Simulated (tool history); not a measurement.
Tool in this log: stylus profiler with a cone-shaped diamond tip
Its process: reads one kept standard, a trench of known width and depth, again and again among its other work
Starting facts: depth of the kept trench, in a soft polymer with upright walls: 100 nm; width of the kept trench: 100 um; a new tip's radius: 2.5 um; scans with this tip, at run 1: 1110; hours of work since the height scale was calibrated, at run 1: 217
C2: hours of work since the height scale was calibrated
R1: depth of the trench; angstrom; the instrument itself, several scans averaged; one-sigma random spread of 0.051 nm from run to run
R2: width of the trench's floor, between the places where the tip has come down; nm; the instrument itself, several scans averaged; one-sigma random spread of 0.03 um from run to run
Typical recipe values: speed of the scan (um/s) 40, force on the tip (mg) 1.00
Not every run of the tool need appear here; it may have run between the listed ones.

run 1 day=0.000 | speed_of_the_scan_(um/s)=40 force_on_the_tip_(mg)=1.00 | scans_with_this_tip=1110 C2=217 | R1=1004.6 R2=98500
run 2 day=0.592 | speed_of_the_scan_(um/s)=40 force_on_the_tip_(mg)=1.00 | scans_with_this_tip=1154 C2=226 | R1=1004.9 R2=98470
run 3 day=1.267 | speed_of_the_scan_(um/s)=40 force_on_the_tip_(mg)=1.00 | scans_with_this_tip=1204 C2=236 | R1=1003.8 R2=98440
run 4 day=1.988 | speed_of_the_scan_(um/s)=40 force_on_the_tip_(mg)=0.43 | scans_with_this_tip=1257 C2=246 | R1=1003.3 R2=98410
run 5 day=2.725 | speed_of_the_scan_(um/s)=40 force_on_the_tip_(mg)=1.00 | scans_with_this_tip=1311 C2=257 | R1=1004.5 R2=98470
run 6 day=3.108 | speed_of_the_scan_(um/s)=40 force_on_the_tip_(mg)=1.00 | scans_with_this_tip=1340 C2=262 | R1=1004.5 R2=98430
run 7 day=3.596 | speed_of_the_scan_(um/s)=40 force_on_the_tip_(mg)=1.00 | scans_with_this_tip=1376 C2=269 | R1=1005.9 R2=98430
run 8 day=4.183 | speed_of_the_scan_(um/s)=40 force_on_the_tip_(mg)=1.00 | scans_with_this_tip=1419 C2=278 | R1=1004.9 R2=98460
run 9 day=4.654 | speed_of_the_scan_(um/s)=40 force_on_the_tip_(mg)=1.00 | scans_with_this_tip=1454 C2=285 | R1=1004.3 R2=98480
run 10 day=5.033 | speed_of_the_scan_(um/s)=40 force_on_the_tip_(mg)=1.00 | scans_with_this_tip=1482 C2=290 | R1=1004.9 R2=98420
run 11 day=5.438 | speed_of_the_scan_(um/s)=40 force_on_the_tip_(mg)=1.00 | scans_with_this_tip=1512 C2=296 | R1=1004.6 R2=98490
run 12 day=5.925 | speed_of_the_scan_(um/s)=40 force_on_the_tip_(mg)=1.00 | scans_with_this_tip=1548 C2=303 | R1=1004.1 R2=98480
run 13 day=6.275 | speed_of_the_scan_(um/s)=40 force_on_the_tip_(mg)=1.00 | scans_with_this_tip=1573 C2=308 | R1=1004.9 R2=98440
run 14 day=6.779 | speed_of_the_scan_(um/s)=40 force_on_the_tip_(mg)=1.00 | scans_with_this_tip=1611 C2=315 | R1=1004.6 R2=98400
run 15 day=7.279 | speed_of_the_scan_(um/s)=20 force_on_the_tip_(mg)=1.00 | scans_with_this_tip=1648 C2=323 | R1=1005.0 R2=98490
run 16 day=7.762 | speed_of_the_scan_(um/s)=40 force_on_the_tip_(mg)=1.00 | scans_with_this_tip=1683 C2=330 | R1=1004.9 R2=98390
run 17 day=8.242 | speed_of_the_scan_(um/s)=40 force_on_the_tip_(mg)=1.00 | scans_with_this_tip=1719 C2=337 | R1=1005.5 R2=98460
run 18 day=8.696 | speed_of_the_scan_(um/s)=40 force_on_the_tip_(mg)=0.54 | scans_with_this_tip=1752 C2=343 | R1=1004.1 R2=98420
run 19 day=9.179 | speed_of_the_scan_(um/s)=40 force_on_the_tip_(mg)=0.54 | scans_with_this_tip=1788 C2=350 | R1=1003.6 R2=98430
run 20 day=9.583 | speed_of_the_scan_(um/s)=40 force_on_the_tip_(mg)=1.27 | scans_with_this_tip=1818 C2=356 | R1=1006.0 R2=98470
run 21 day=10.300 | speed_of_the_scan_(um/s)=40 force_on_the_tip_(mg)=1.27 | scans_with_this_tip=1871 C2=366 | R1=1005.3 R2=98470
run 22 day=10.738 | speed_of_the_scan_(um/s)=36 force_on_the_tip_(mg)=1.27 | scans_with_this_tip=1903 C2=373 | R1=1005.5 R2=98470
run 23 day=11.067 | speed_of_the_scan_(um/s)=133 force_on_the_tip_(mg)=0.92 | scans_with_this_tip=1927 C2=377 | R1=1004.9 R2=98150
run 24 day=11.850 | speed_of_the_scan_(um/s)=48 force_on_the_tip_(mg)=0.41 | scans_with_this_tip=1985 C2=389 | R1=1003.5 R2=98360
run 25 day=12.554 | speed_of_the_scan_(um/s)=34 force_on_the_tip_(mg)=1.60 | scans_with_this_tip=2037 C2=399 | R1=1005.6 R2=98500
run 26 day=13.038 | speed_of_the_scan_(um/s)=38 force_on_the_tip_(mg)=0.79 | scans_with_this_tip=2073 C2=406 | R1=1004.7 R2=98460
run 27 day=13.467 | speed_of_the_scan_(um/s)=38 force_on_the_tip_(mg)=0.79 | scans_with_this_tip=2104 C2=412 | R1=1004.9 R2=98420
run 28 day=14.204 | speed_of_the_scan_(um/s)=38 force_on_the_tip_(mg)=0.79 | scans_with_this_tip=2159 C2=423 | R1=1004.4 R2=98460
run 29 day=14.738 | speed_of_the_scan_(um/s)=42 force_on_the_tip_(mg)=0.42 | scans_with_this_tip=2198 C2=431 | R1=1004.0 R2=98440
run 30 day=15.379 | speed_of_the_scan_(um/s)=42 force_on_the_tip_(mg)=0.42 | scans_with_this_tip=2246 C2=440 | R1=1002.7 R2=98390
run 31 day=15.888 | speed_of_the_scan_(um/s)=42 force_on_the_tip_(mg)=0.42 | scans_with_this_tip=2283 C2=447 | R1=1002.9 R2=98410
run 32 day=16.354 | speed_of_the_scan_(um/s)=42 force_on_the_tip_(mg)=0.42 | scans_with_this_tip=2318 C2=454 | R1=1003.4 R2=98360
run 33 day=16.983 | speed_of_the_scan_(um/s)=42 force_on_the_tip_(mg)=0.42 | scans_with_this_tip=2364 C2=463 | R1=1004.0 R2=98300
run 34 day=17.579 | speed_of_the_scan_(um/s)=87 force_on_the_tip_(mg)=0.57 | scans_with_this_tip=2408 C2=472 | R1=1002.9 R2=98250
run 35 day=17.967 | speed_of_the_scan_(um/s)=27 force_on_the_tip_(mg)=0.82 | scans_with_this_tip=2437 C2=477 | R1=1004.7 R2=98550
run 36 day=18.583 | speed_of_the_scan_(um/s)=40 force_on_the_tip_(mg)=0.50 | scans_with_this_tip=2482 C2=486 | R1=1004.4 R2=98360
run 37 day=19.192 | speed_of_the_scan_(um/s)=40 force_on_the_tip_(mg)=0.50 | scans_with_this_tip=2527 C2=495 | R1=1004.0 R2=98350
run 38 day=19.671 | speed_of_the_scan_(um/s)=41 force_on_the_tip_(mg)=0.37 | scans_with_this_tip=2562 C2=502 | R1=1003.6 R2=98370
run 39 day=20.112 | speed_of_the_scan_(um/s)=35 force_on_the_tip_(mg)=0.38 | scans_with_this_tip=2595 C2=508 | R1=1003.5 R2=98410
run 40 day=20.804 | speed_of_the_scan_(um/s)=15 force_on_the_tip_(mg)=2.73 | scans_with_this_tip=2646 C2=518 | R1=1009.2 R2=98530
run 41 day=21.442 | speed_of_the_scan_(um/s)=15 force_on_the_tip_(mg)=2.73 | scans_with_this_tip=2693 C2=527 | R1=1008.7 R2=98530
run 42 day=22.204 | speed_of_the_scan_(um/s)=43 force_on_the_tip_(mg)=2.16 | scans_with_this_tip=2750 C2=539 | R1=1008.3 R2=98500
run 43 day=22.921 | speed_of_the_scan_(um/s)=43 force_on_the_tip_(mg)=2.16 | scans_with_this_tip=2803 C2=549 | R1=1007.9 R2=98470

How would selected steps in R1 from run to run divide? Give the signed amount a tool lacking its hidden state would still show from settings, what came in and random variation, and the signed amount left for the hidden state, including any gauge scatter that is not in both of the compared results.
Unlogged tool condition in this case: radius of the tip, um; height scale over the true one, %; drift of the gauge itself on depth_nm, %; drift of the gauge itself on floor_um, %.
Run 1 -> 2: no setting touched and nothing written in the log between the runs. R1 +0.3 angstrom: hidden state +0.1, all else +0.2.
Run 2 -> 3: no setting touched and nothing written in the log between the runs. R1 -1.1 angstrom: hidden state +0.1, all else -1.2.
Run 10 -> 11: no setting touched and nothing written in the log between the runs. R1 -0.3 angstrom: hidden state +0.1, all else -0.4.
Run 19 -> 20: force on the tip (mg) 0.54 -> 1.27. R1 +2.4 angstrom: hidden state +0.1, all else +2.3.
Run 24 -> 25: speed of the scan (um/s) 48 -> 34, force on the tip (mg) 0.41 -> 1.60. R1 +2.1 angstrom: hidden state +0.1, all else +2.0.
Run 39 -> 40: speed of the scan (um/s) 35 -> 15, force on the tip (mg) 0.38 -> 2.73. R1 +5.7 angstrom: hidden state +0.0, all else +5.7.
